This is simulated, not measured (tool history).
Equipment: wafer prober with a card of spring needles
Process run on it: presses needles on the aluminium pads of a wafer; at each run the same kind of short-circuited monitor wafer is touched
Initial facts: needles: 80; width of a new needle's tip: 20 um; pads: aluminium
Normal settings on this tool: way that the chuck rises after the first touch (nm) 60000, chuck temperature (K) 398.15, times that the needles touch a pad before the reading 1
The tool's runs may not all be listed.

| run | day | way that the chuck rises after the first touch (nm) | chuck temperature (K) | times that the needles touch a pad before the reading | resistance of one needle with its contact and lead (mohm) | way that a needle slides on the pad (nm) |
|---|---|---|---|---|---|---|
| 1 | 0.000 | 60000 | 398.15 | 1 | 185 | 9500 |
|  | 0.400 | tips cleaned on abrasive film |
|  | 0.821 | tips cleaned on abrasive film |
| 2 | 0.821 | 60000 | 314.15 | 1 | 169 | 9530 |
|  | 1.329 | tips cleaned on abrasive film |
|  | 1.825 | tips cleaned on abrasive film |
|  | 2.233 | tips cleaned on abrasive film |
| 3 | 2.446 | 60000 | 304.15 | 1 | 168 | 9490 |
|  | 2.721 | tips cleaned on abrasive film |
|  | 3.183 | tips cleaned on abrasive film |
|  | 3.592 | tips cleaned on abrasive film |
|  | 4.092 | tips cleaned on abrasive film |
| 4 | 4.192 | 49000 | 398.15 | 1 | 196 | 7790 |
|  | 4.579 | tips cleaned on abrasive film |
|  | 5.092 | tips cleaned on abrasive film |
|  | 5.596 | tips cleaned on abrasive film |
|  | 6.075 | tips cleaned on abrasive film |
| 5 | 6.075 | 63000 | 398.15 | 1 | 189 | 10010 |
|  | 6.562 | tips cleaned on abrasive film |
|  | 6.662 | height of the first contact set anew |
|  | 7.071 | tips cleaned on abrasive film |
| 6 | 7.233 | 60000 | 398.15 | 1 | 186 | 9550 |
|  | 7.521 | tips cleaned on abrasive film |
|  | 8.012 | tips cleaned on abrasive film |
|  | 8.488 | tips cleaned on abrasive film |
| 7 | 8.608 | 60000 | 398.15 | 1 | 188 | 9610 |
|  | 8.917 | tips cleaned on abrasive film |
|  | 9.404 | tips cleaned on abrasive film |
|  | 9.812 | tips cleaned on abrasive film |
|  | 10.296 | tips cleaned on abrasive film |
| 8 | 10.483 | 60000 | 308.15 | 1 | 168 | 9600 |
|  | 10.792 | tips cleaned on abrasive film |
|  | 11.204 | tips cleaned on abrasive film |
|  | 11.692 | tips cleaned on abrasive film |
|  | 12.179 | tips cleaned on abrasive film |
| 9 | 12.292 | 60000 | 308.15 | 1 | 172 | 9570 |
|  | 12.683 | tips cleaned on abrasive film |
|  | 13.092 | tips cleaned on abrasive film |
|  | 13.571 | tips cleaned on abrasive film |
| 10 | 13.921 | 60000 | 398.15 | 1 | 188 | 9640 |
|  | 14.025 | tips cleaned on abrasive film |
|  | 14.538 | tips cleaned on abrasive film |
| 11 | 14.696 | 60000 | 398.15 | 1 | 188 | 9660 |
|  | 15.004 | tips cleaned on abrasive film |
|  | 15.479 | tips cleaned on abrasive film |
|  | 15.983 | tips cleaned on abrasive film |
|  | 16.467 | tips cleaned on abrasive film |
| 12 | 16.538 | 60000 | 398.15 | 1 | 188 | 9650 |
|  | 16.842 | gauge calibrated |
|  | 16.946 | tips cleaned on abrasive film |
|  | 17.458 | tips cleaned on abrasive film |
|  | 17.942 | tips cleaned on abrasive film |
|  | 18.362 | tips cleaned on abrasive film |
| 13 | 18.362 | 60000 | 398.15 | 1 | 186 | 9500 |
|  | 18.850 | tips cleaned on abrasive film |
|  | 19.321 | tips cleaned on abrasive film |
|  | 19.792 | tips cleaned on abrasive film |
| 14 | 19.988 | 60000 | 312.15 | 1 | 170 | 9530 |
|  | 20.288 | tips cleaned on abrasive film |
|  | 20.788 | tips cleaned on abrasive film |
|  | 21.296 | tips cleaned on abrasive film |
|  | 21.792 | tips cleaned on abrasive film |
| 15 | 21.850 | 60000 | 298.15 | 2 | 167 | 9520 |
|  | 22.167 | height of the first contact set anew |
|  | 22.271 | tips cleaned on abrasive film |
|  | 22.679 | tips cleaned on abrasive film |
| 16 | 23.042 | 60000 | 302.15 | 1 | 172 | 9520 |
|  | 23.146 | tips cleaned on abrasive film |
|  | 23.650 | tips cleaned on abrasive film |
|  | 24.125 | tips cleaned on abrasive film |
| 17 | 24.162 | 60000 | 302.15 | 1 | 167 | 9590 |
|  | 24.538 | tips cleaned on abrasive film |
|  | 25.038 | tips cleaned on abrasive film |
|  | 25.450 | tips cleaned on abrasive film |
| 18 | 25.700 | 42000 | 398.15 | 3 | 196 | 6720 |
|  | 25.900 | tips cleaned on abrasive film |
|  | 26.388 | tips cleaned on abrasive film |
|  | 26.892 | tips cleaned on abrasive film |
| 19 | 27.192 | 71000 | 349.15 | 1 | 176 | 11300 |
|  | 27.400 | tips cleaned on abrasive film |
|  | 27.896 | tips cleaned on abrasive film |
|  | 28.383 | tips cleaned on abrasive film |
|  | 28.896 | tips cleaned on abrasive film |
| 20 | 28.904 | 46000 | 369.15 | 1 | 185 | 7380 |
|  | 29.379 | tips cleaned on abrasive film |
|  | 29.883 | tips cleaned on abrasive film |
| 21 | 30.008 | 68000 | 325.15 | 2 | 171 | 10920 |
|  | 30.317 | tips cleaned on abrasive film |
|  | 30.825 | tips cleaned on abrasive film |
| 22 | 30.833 | 75000 | 325.15 | 2 | 169 | 12040 |

Branching from run 22: 4 alternative next runs. What would each branch give?
|  | 31.325 | tips cleaned on abrasive film |
|  | 31.796 | tips cleaned on abrasive film |
|  | 32.267 | tips cleaned on abrasive film |
| A | 32.562 | 76000 | 390.15 | 2 | ? | ? |
|  | 31.325 | tips cleaned on abrasive film |
|  | 31.796 | tips cleaned on abrasive film |
|  | 32.267 | tips cleaned on abrasive film |
| B | 32.562 | 75000 | 312.15 | 2 | ? | ? |
|  | 31.325 | tips cleaned on abrasive film |
|  | 31.796 | tips cleaned on abrasive film |
|  | 32.267 | tips cleaned on abrasive film |
| C | 32.562 | 60000 | 398.15 | 1 | ? | ? |
|  | 31.325 | tips cleaned on abrasive film |
|  | 31.796 | tips cleaned on abrasive film |
|  | 32.267 | tips cleaned on abrasive film |
| D | 32.562 | 75000 | 305.15 | 2 | ? | ? |

| run | resistance of one needle with its contact and lead (mohm) | way that a needle slides on the pad (nm) |
|---|---|---|
| A | 180 | 12230 |
| B | 169 | 12060 |
| C | 191 | 9640 |
| D | 166 | 12070 |
With the hidden condition removed and each run's random variation left untouched, the same runs would have given:
| run | resistance of one needle with its contact and lead (mohm) | way that a needle slides on the pad (nm) |
|---|---|---|
| A | 180 | 12020 |
| B | 168 | 11850 |
| C | 190 | 9480 |
| D | 166 | 11860 |
